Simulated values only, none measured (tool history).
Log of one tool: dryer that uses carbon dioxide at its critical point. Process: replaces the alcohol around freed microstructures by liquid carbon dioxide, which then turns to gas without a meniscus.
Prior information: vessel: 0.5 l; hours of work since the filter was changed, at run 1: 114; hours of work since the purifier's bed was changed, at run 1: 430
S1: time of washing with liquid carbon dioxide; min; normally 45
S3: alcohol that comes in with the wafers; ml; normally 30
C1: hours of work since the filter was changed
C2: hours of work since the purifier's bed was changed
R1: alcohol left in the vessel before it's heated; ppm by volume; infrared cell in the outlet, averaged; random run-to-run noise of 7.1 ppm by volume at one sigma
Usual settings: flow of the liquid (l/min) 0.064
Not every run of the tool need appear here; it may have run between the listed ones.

{"run": 1, "hour": 0.0, "S1": 45, "flow of the liquid (l/min)": 0.064, "S3": 30, "C1": 114, "C2": 430, "R1": 507}
{"run": 2, "hour": 21.3, "S1": 45, "flow of the liquid (l/min)": 0.064, "S3": 94, "C1": 122, "C2": 438, "R1": 1403}
{"run": 3, "hour": 39.3, "S1": 45, "flow of the liquid (l/min)": 0.064, "S3": 30, "C1": 129, "C2": 445, "R1": 504}
{"run": 4, "hour": 73.2, "S1": 45, "flow of the liquid (l/min)": 0.064, "S3": 30, "C1": 142, "C2": 457, "R1": 536}
{"run": 5, "hour": 103.6, "S1": 45, "flow of the liquid (l/min)": 0.064, "S3": 30, "C1": 153, "C2": 469, "R1": 523}
{"run": 6, "hour": 141.9, "S1": 45, "flow of the liquid (l/min)": 0.064, "S3": 30, "C1": 168, "C2": 483, "R1": 535}
{"run": 7, "hour": 184.5, "S1": 44, "flow of the liquid (l/min)": 0.0432, "S3": 88, "C1": 183, "C2": 499, "R1": 6825}
{"run": 8, "hour": 202.4, "S1": 44, "flow of the liquid (l/min)": 0.0432, "S3": 88, "C1": 190, "C2": 506, "R1": 7074}
{"run": 9, "hour": 245.9, "S1": 43, "flow of the liquid (l/min)": 0.0997, "S3": 70, "C1": 206, "C2": 522, "R1": 206}
{"hour": 261.7, "done": "purifier's bed changed"}
{"run": 10, "hour": 291.1, "S1": 63, "flow of the liquid (l/min)": 0.0692, "S3": 30, "C1": 222, "C2": 11, "R1": 49}
{"run": 11, "hour": 316.8, "S1": 44, "flow of the liquid (l/min)": 0.0713, "S3": 35, "C1": 232, "C2": 21, "R1": 408}
{"run": 12, "hour": 342.1, "S1": 44, "flow of the liquid (l/min)": 0.0713, "S3": 35, "C1": 241, "C2": 30, "R1": 416}

What if the next run were any one of these 4? Each begins from the tool's condition after run 12:
{"run": "A", "hour": 372.0, "S1": 39, "flow of the liquid (l/min)": 0.0729, "S3": 67, "C1": 253, "C2": 41, "R1": "?"}
{"run": "B", "hour": 372.0, "S1": 31, "flow of the liquid (l/min)": 0.0666, "S3": 26, "C1": 253, "C2": 41, "R1": "?"}
{"run": "C", "hour": 372.0, "S1": 44, "flow of the liquid (l/min)": 0.0952, "S3": 111, "C1": 253, "C2": 41, "R1": "?"}
{"run": "D", "hour": 372.0, "S1": 50, "flow of the liquid (l/min)": 0.0432, "S3": 113, "C1": 253, "C2": 41, "R1": "?"}

run=A R1=1305
run=B R1=1791
run=C R1=263
run=D R1=6103
The same runs, with their run-to-run variation unchanged, on a tool lacking any hidden condition would have given:
run=A R1=819
run=B R1=1272
run=C R1=130
run=D R1=4254
